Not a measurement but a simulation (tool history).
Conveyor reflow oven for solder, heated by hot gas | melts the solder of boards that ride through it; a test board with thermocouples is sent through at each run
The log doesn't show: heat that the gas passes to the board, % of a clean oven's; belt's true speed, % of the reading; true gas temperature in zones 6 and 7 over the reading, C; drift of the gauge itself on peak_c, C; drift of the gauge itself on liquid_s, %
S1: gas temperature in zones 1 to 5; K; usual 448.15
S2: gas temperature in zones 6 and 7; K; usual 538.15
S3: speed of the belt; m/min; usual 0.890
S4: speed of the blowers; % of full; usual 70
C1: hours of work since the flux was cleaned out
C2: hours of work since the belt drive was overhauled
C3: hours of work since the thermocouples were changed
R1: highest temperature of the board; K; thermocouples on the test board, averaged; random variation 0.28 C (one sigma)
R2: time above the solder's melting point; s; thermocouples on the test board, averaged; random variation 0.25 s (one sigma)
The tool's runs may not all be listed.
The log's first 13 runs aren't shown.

Run 14, hour 227.6: usual settings but S3 0.818 m/min; C1 164; C2 659; C3 251. Result: R1 521.05 K, R2 41.0 s.
Run 15, hour 238.5: usual settings but S3 0.818 m/min; C1 170; C2 665; C3 257. Result: R1 520.65 K, R2 41.4 s.
At hour 248.4: flux residue cleaned out of gas plates and filters.
Run 16, hour 267.7: usual settings but S3 0.818 m/min; C1 11; C2 679; C3 271. Result: R1 520.45 K, R2 40.5 s.
Run 17, hour 287.2: usual settings but S3 0.818 m/min; C1 22; C2 689; C3 282. Result: R1 520.65 K, R2 41.1 s.
Run 18, hour 303.6: usual settings but S1 434.15 K, S2 528.15 K, S4 80 % of full; C1 31; C2 699; C3 291. Result: R1 510.35 K, R2 27.0 s.
Run 19, hour 326.9: usual settings but S3 0.794 m/min; C1 44; C2 712; C3 304. Result: R1 521.85 K, R2 42.9 s.
Run 20, hour 341.7: usual settings but S1 457.15 K, S2 543.15 K, S3 0.819 m/min; C1 52; C2 720; C3 312. Result: R1 526.85 K, R2 47.0 s.
Run 21, hour 358.2: usual settings but S1 457.15 K, S2 543.15 K, S3 0.819 m/min; C1 61; C2 729; C3 321. Result: R1 526.75 K, R2 47.5 s.
Run 22, hour 380.5: usual settings but S1 457.15 K, S2 543.15 K, S3 0.819 m/min; C1 74; C2 742; C3 334. Result: R1 526.75 K, R2 47.4 s.
Run 23, hour 397.1: usual settings but S1 455.15 K, S2 543.15 K; C1 83; C2 751; C3 343. Result: R1 523.55 K, R2 40.8 s.
Run 24, hour 410.2: usual settings but S1 455.15 K, S2 543.15 K; C1 91; C2 758; C3 350. Result: R1 523.35 K, R2 40.5 s.
Run 25, hour 430.3: usual settings but S1 455.15 K, S2 543.15 K; C1 102; C2 770; C3 362. Result: R1 523.65 K, R2 40.5 s.
Run 26, hour 443.2: usual settings but S1 456.15 K; C1 109; C2 777; C3 369. Result: R1 519.55 K, R2 38.5 s.
Run 27, hour 463.3: usual settings but S1 456.15 K; C1 120; C2 788; C3 380. Result: R1 520.25 K, R2 38.5 s.
Run 28, hour 477.8: usual settings but S1 456.15 K, S2 551.15 K, S4 79 % of full; C1 128; C2 796; C3 388. Result: R1 533.25 K, R2 45.8 s.
Run 29, hour 488.9: usual settings but S1 456.15 K, S2 551.15 K, S4 79 % of full; C1 134; C2 802; C3 394. Result: R1 533.45 K, R2 45.3 s.
Run 30, hour 507.5: usual settings but S1 456.15 K, S2 551.15 K, S4 79 % of full; C1 145; C2 813; C3 405. Result: R1 533.05 K, R2 45.9 s.
Run 31, hour 523.7: usual settings but S1 449.15 K, S2 548.15 K, S3 0.870 m/min, S4 64 % of full; C1 154; C2 822; C3 414. Result: R1 524.95 K, R2 40.7 s.

4 ways to go on from here, each from the tool as it stands after run 31. What would each give?
Run A, hour 547.7: usual settings but S2 540.15 K, S3 0.788 m/min, S4 61 % of full; C1 167; C2 835; C3 427. Result: R1 ?, R2 ?.
Run B, hour 547.7: usual settings but S1 458.15 K, S2 549.15 K, S3 0.739 m/min, S4 64 % of full; C1 167; C2 835; C3 427. Result: R1 ?, R2 ?.
Run C, hour 547.7: usual settings but S1 435.15 K, S3 0.969 m/min; C1 167; C2 835; C3 427. Result: R1 ?, R2 ?.
Run D, hour 547.7: usual settings but S1 455.15 K; C1 167; C2 835; C3 427. Result: R1 ?, R2 ?.

run      R1    R2
  A  520.75  41.7
  B  533.75  56.7
  C  511.65  24.5
  D  519.65  38.3
Without the tool's hidden state the same runs would have given:
run      R1    R2
  A  520.75  41.7
  B  533.75  56.7
  C  511.65  24.6
  D  519.65  38.4
